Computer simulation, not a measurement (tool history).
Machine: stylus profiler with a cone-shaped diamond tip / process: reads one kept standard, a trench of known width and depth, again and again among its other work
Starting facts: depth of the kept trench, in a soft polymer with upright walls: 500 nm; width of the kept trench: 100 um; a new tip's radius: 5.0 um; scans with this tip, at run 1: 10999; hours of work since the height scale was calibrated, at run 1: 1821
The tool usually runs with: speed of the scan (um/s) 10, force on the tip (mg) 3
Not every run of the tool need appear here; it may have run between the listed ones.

| run | hour | speed of the scan (um/s) | force on the tip (mg) | scans with this tip | hours of work since the height scale was calibrated | depth of the trench (Å) | width of the trench's floor (nm) |
|---|---|---|---|---|---|---|---|
| 1 | 0 | 10 | 3 | 10999 | 1821 | 5052.9 | 94230 |
| 2 | 14 | 13 | 3 | 11067 | 1832 | 5052.1 | 94210 |
| 3 | 31.5 | 13 | 3 | 11151 | 1846 | 5051.9 | 94160 |
| 4 | 50 | 13 | 3 | 11240 | 1860 | 5050.4 | 94180 |
| 5 | 60.3 | 13 | 3 | 11290 | 1869 | 5052.5 | 94150 |
| 6 | 69.8 | 10 | 3 | 11336 | 1876 | 5049.1 | 94110 |
| 7 | 85.8 | 10 | 3 | 11413 | 1889 | 5052.9 | 94110 |
| 8 | 98.6 | 10 | 2.78 | 11474 | 1899 | 5045.6 | 94130 |
| 9 | 109.9 | 10 | 2.78 | 11528 | 1908 | 5043.4 | 94100 |
| 10 | 120.6 | 10 | 2.78 | 11580 | 1917 | 5044.5 | 94080 |
| 11 | 130.8 | 10 | 3 | 11629 | 1925 | 5048.3 | 94130 |
| 12 | 143.2 | 35 | 3 | 11689 | 1935 | 5051.9 | 94060 |
| 13 | 154.6 | 35 | 3 | 11743 | 1944 | 5051.3 | 94020 |
| 14 | 173.6 | 35 | 3 | 11835 | 1959 | 5048 | 94050 |
| 15 | 187.6 | 10 | 2.91 | 11903 | 1970 | 5046.9 | 94060 |
| 16 | 200.2 | 10 | 3 | 11963 | 1980 | 5049.9 | 94060 |
| 17 | 210.7 | 10 | 1.06 | 12014 | 1988 | 5001.6 | 94040 |
| 18 | 225.6 | 10 | 1.06 | 12086 | 2000 | 5002.2 | 94040 |
| 19 | 235.1 | 10 | 1.06 | 12131 | 2008 | 5002.3 | 94010 |
| 20 | 253.3 | 10 | 1.06 | 12219 | 2022 | 5001.6 | 94040 |
| 21 | 268.5 | 10 | 3 | 12292 | 2035 | 5046.1 | 94050 |
| 22 | 280.6 | 10 | 3 | 12350 | 2044 | 5047 | 94030 |
| 23 | 296.6 | 10 | 3 | 12428 | 2057 | 5045.2 | 94020 |
| 24 | 310 | 10 | 3 | 12492 | 2068 | 5045.4 | 93990 |
| 25 | 325.1 | 6 | 5 | 12565 | 2080 | 5084.5 | 94040 |
| 26 | 339.3 | 10 | 3.53 | 12633 | 2091 | 5057 | 93980 |
| 27 | 359 | 23 | 1.45 | 12728 | 2107 | 5007.4 | 93980 |
| 28 | 377.7 | 38 | 1.77 | 12818 | 2122 | 5017.6 | 93900 |
| 29 | 388.1 | 31 | 2.31 | 12868 | 2130 | 5029.9 | 93890 |
|  | 389.6 | height scale calibrated on a step standard |
| 30 | 398.5 | 10 | 1.18 | 12915 | 7 | 4976.2 | 93930 |
|  | 401.4 | new tip fitted, height scale calibrated |
| 31 | 415.6 | 10 | 1.18 | 68 | 11 | 5051.4 | 95560 |
| 32 | 435.3 | 10 | 1.18 | 163 | 27 | 5051.9 | 95500 |
| 33 | 448.1 | 10 | 1.18 | 225 | 37 | 5050.9 | 95550 |
| 34 | 467 | 34 | 1.11 | 316 | 52 | 5047 | 95330 |
|  | 477.4 | height scale calibrated on a step standard, once more |
| 35 | 481.3 | 34 | 2.79 | 382 | 3 | 5088.6 | 95440 |
| 36 | 492.2 | 31 | 1.32 | 435 | 12 | 5055.1 | 95380 |
| 37 | 504.2 | 25 | 6.4 | 493 | 21 | 5152 | 95490 |
| 38 | 515.5 | 33 | 3.16 | 547 | 30 | 5095.9 | 95410 |
| 39 | 535.5 | 33 | 3.16 | 643 | 46 | 5094.8 | 95360 |
| 40 | 544.5 | 13 | 5.13 | 687 | 53 | 5131.6 | 95480 |
| 41 | 556.5 | 13 | 5.13 | 744 | 63 | 5134.6 | 95420 |
| 42 | 576 | 5 | 1.31 | 838 | 79 | 5050 | 95410 |
| 43 | 588.4 | 5 | 1.31 | 898 | 88 | 5048.5 | 95440 |
| 44 | 601.8 | 3 | 2.3 | 962 | 99 | 5075.2 | 95460 |
| 45 | 620.1 | 10 | 7.74 | 1050 | 114 | 5175.1 | 95410 |
| 46 | 631.6 | 10 | 7.74 | 1106 | 123 | 5174.8 | 95420 |
| 47 | 651.1 | 10 | 3.72 | 1199 | 138 | 5101 | 95410 |

3 ways to go on from here, each from the tool as it stands after run 47. What would each give?
| A | 664 | 10 | 4.46 | 1262 | 149 | ? | ? |
| B | 664 | 10 | 5.59 | 1262 | 149 | ? | ? |
| C | 664 | 10 | 1.66 | 1262 | 149 | ? | ? |

| run | depth of the trench (Å) | width of the trench's floor (nm) |
|---|---|---|
| A | 5121.1 | 95420 |
| B | 5135.9 | 95340 |
| C | 5061.9 | 95380 |
With the hidden condition removed and each run's random variation left untouched, the same runs would have given:
| run | depth of the trench (Å) | width of the trench's floor (nm) |
|---|---|---|
| A | 5125 | 95650 |
| B | 5139.8 | 95580 |
| C | 5065.8 | 95620 |
